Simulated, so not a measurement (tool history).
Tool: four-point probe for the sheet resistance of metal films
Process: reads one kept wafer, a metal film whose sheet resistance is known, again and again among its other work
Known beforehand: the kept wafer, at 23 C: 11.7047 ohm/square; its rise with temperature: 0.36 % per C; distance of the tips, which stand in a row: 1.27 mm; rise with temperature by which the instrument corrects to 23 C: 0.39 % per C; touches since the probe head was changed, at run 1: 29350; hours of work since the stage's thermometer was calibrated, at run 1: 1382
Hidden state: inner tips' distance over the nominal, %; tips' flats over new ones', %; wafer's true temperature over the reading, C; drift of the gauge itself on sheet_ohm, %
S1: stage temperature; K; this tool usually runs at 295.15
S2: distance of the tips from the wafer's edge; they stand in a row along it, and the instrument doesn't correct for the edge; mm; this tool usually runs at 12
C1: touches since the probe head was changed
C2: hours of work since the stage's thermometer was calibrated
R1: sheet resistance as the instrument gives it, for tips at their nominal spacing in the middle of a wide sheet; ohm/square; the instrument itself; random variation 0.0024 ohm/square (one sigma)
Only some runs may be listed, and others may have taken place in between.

run   hour      S1  S2     C1    C2         R1
  1      0  295.15  12  29350  1382  11.818573
  2   39.5  295.15  12  31195  1408  11.820904
  3  100.4  295.15  12  34042  1448  11.825066
  4  150.2  295.15  12  36373  1480  11.825682
     154.1  -- stage's thermometer calibrated
  5  189.7  295.15  12  38198    23  11.833988
  6  240.1  295.15  12  40553    56  11.833576
  7  287.4  295.15  12  42765    88  11.840756
  8  326.5  295.15  14  44594   113  11.820983
  9  389.7  300.15  14  47548   155  11.801671
 10  429.5  300.15  43  49408   181  11.758457
     444.5  -- stage's thermometer calibrated, once more
 11    473  298.15  61  51419    19  11.741968
 12  534.2  303.15   5  54282    59  12.107514
 13  598.3  305.15  12  57275   101  11.785439

Run 14, settings as shown, results not yet in. Your forecast:
 14  646.8  292.15  12  59544  133   ?

{"run 14": {"R1": 11.838309}}
With no hidden state in the tool, this same run would have given R1 11.792054 ohm/square.
